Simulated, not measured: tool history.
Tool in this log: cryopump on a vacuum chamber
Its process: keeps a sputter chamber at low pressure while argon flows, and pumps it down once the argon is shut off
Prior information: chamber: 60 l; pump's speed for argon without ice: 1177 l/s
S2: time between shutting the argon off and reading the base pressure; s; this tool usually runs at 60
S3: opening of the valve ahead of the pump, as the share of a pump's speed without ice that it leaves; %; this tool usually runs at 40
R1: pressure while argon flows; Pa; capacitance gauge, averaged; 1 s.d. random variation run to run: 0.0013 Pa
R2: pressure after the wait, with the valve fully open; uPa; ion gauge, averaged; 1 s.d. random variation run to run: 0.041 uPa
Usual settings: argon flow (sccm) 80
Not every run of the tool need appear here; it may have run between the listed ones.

{"run": 1, "hour": 0.0, "argon flow (sccm)": 80, "S2": 60, "S3": 40, "R1": 0.2913, "R2": 3.28}
{"run": 2, "hour": 24.3, "argon flow (sccm)": 80, "S2": 60, "S3": 40, "R1": 0.2917, "R2": 3.44}
{"run": 3, "hour": 39.3, "argon flow (sccm)": 80, "S2": 60, "S3": 40, "R1": 0.2899, "R2": 3.3}
{"run": 4, "hour": 55.5, "argon flow (sccm)": 80, "S2": 60, "S3": 40, "R1": 0.2947, "R2": 3.53}
{"run": 5, "hour": 75.8, "argon flow (sccm)": 80, "S2": 201, "S3": 40, "R1": 0.2959, "R2": 2}
{"run": 6, "hour": 93.6, "argon flow (sccm)": 80, "S2": 201, "S3": 40, "R1": 0.2957, "R2": 2.04}
{"run": 7, "hour": 116.4, "argon flow (sccm)": 80, "S2": 201, "S3": 40, "R1": 0.2962, "R2": 2.11}
{"run": 8, "hour": 131.7, "argon flow (sccm)": 80, "S2": 60, "S3": 40, "R1": 0.299, "R2": 3.61}
{"run": 9, "hour": 144.9, "argon flow (sccm)": 80, "S2": 60, "S3": 40, "R1": 0.2981, "R2": 3.64}
{"run": 10, "hour": 159.5, "argon flow (sccm)": 80, "S2": 60, "S3": 40, "R1": 0.299, "R2": 3.53}
{"run": 11, "hour": 174.1, "argon flow (sccm)": 80, "S2": 60, "S3": 21, "R1": 0.5582, "R2": 3.6}
{"run": 12, "hour": 200.7, "argon flow (sccm)": 80, "S2": 60, "S3": 21, "R1": 0.5605, "R2": 3.64}
{"run": 13, "hour": 227.0, "argon flow (sccm)": 80, "S2": 119, "S3": 40, "R1": 0.2996, "R2": 2.63}
{"run": 14, "hour": 238.1, "argon flow (sccm)": 80, "S2": 119, "S3": 40, "R1": 0.3018, "R2": 2.69}
{"run": 15, "hour": 251.6, "argon flow (sccm)": 80, "S2": 63, "S3": 40, "R1": 0.2989, "R2": 3.55}
{"run": 16, "hour": 272.1, "argon flow (sccm)": 80, "S2": 63, "S3": 40, "R1": 0.3027, "R2": 3.72}
{"run": 17, "hour": 284.6, "argon flow (sccm)": 80, "S2": 63, "S3": 40, "R1": 0.3008, "R2": 3.64}
{"run": 18, "hour": 306.9, "argon flow (sccm)": 80, "S2": 63, "S3": 40, "R1": 0.3, "R2": 3.77}
{"run": 19, "hour": 321.9, "argon flow (sccm)": 130, "S2": 61, "S3": 40, "R1": 0.4908, "R2": 3.8}
{"run": 20, "hour": 342.1, "argon flow (sccm)": 88, "S2": 61, "S3": 40, "R1": 0.3337, "R2": 3.72}
{"run": 21, "hour": 359.1, "argon flow (sccm)": 88, "S2": 61, "S3": 40, "R1": 0.3353, "R2": 3.8}
{"run": 22, "hour": 384.8, "argon flow (sccm)": 55, "S2": 78, "S3": 40, "R1": 0.2094, "R2": 3.5}
{"run": 23, "hour": 410.1, "argon flow (sccm)": 55, "S2": 78, "S3": 40, "R1": 0.2082, "R2": 3.48}
{"run": 24, "hour": 422.2, "argon flow (sccm)": 55, "S2": 78, "S3": 40, "R1": 0.21, "R2": 3.51}
{"run": 25, "hour": 439.9, "argon flow (sccm)": 55, "S2": 78, "S3": 40, "R1": 0.2099, "R2": 3.57}
{"run": 26, "hour": 457.8, "argon flow (sccm)": 55, "S2": 78, "S3": 40, "R1": 0.211, "R2": 3.58}
{"run": 27, "hour": 471.4, "argon flow (sccm)": 80, "S2": 254, "S3": 46, "R1": 0.2712, "R2": 2.51}
{"run": 28, "hour": 495.1, "argon flow (sccm)": 80, "S2": 254, "S3": 46, "R1": 0.2704, "R2": 2.52}
{"run": 29, "hour": 514.3, "argon flow (sccm)": 80, "S2": 254, "S3": 46, "R1": 0.27, "R2": 2.48}
{"run": 30, "hour": 537.2, "argon flow (sccm)": 80, "S2": 254, "S3": 46, "R1": 0.2712, "R2": 2.64}
{"run": 31, "hour": 558.4, "argon flow (sccm)": 68, "S2": 60, "S3": 43, "R1": 0.2455, "R2": 4.32}
{"run": 32, "hour": 584.8, "argon flow (sccm)": 74, "S2": 132, "S3": 34, "R1": 0.3357, "R2": 3.11}
{"run": 33, "hour": 598.3, "argon flow (sccm)": 80, "S2": 60, "S3": 59, "R1": 0.2183, "R2": 4.16}
{"run": 34, "hour": 622.5, "argon flow (sccm)": 80, "S2": 60, "S3": 59, "R1": 0.2192, "R2": 4.37}

3 ways to go on from here, each from the tool as it stands after run 34. What would each give?
{"run": "A", "hour": 638.9, "argon flow (sccm)": 80, "S2": 60, "S3": 23, "R1": "?", "R2": "?"}
{"run": "B", "hour": 638.9, "argon flow (sccm)": 80, "S2": 36, "S3": 19, "R1": "?", "R2": "?"}
{"run": "C", "hour": 638.9, "argon flow (sccm)": 108, "S2": 46, "S3": 59, "R1": "?", "R2": "?"}

run=A R1=0.5273 R2=4.28
run=B R1=0.6292 R2=5.86
run=C R1=0.2989 R2=4.94
With the hidden condition removed and each run's random variation left untouched, the same runs would have given:
run=A R1=0.5014 R2=2.33
run=B R1=0.6035 R2=3.82
run=C R1=0.264 R2=2.98

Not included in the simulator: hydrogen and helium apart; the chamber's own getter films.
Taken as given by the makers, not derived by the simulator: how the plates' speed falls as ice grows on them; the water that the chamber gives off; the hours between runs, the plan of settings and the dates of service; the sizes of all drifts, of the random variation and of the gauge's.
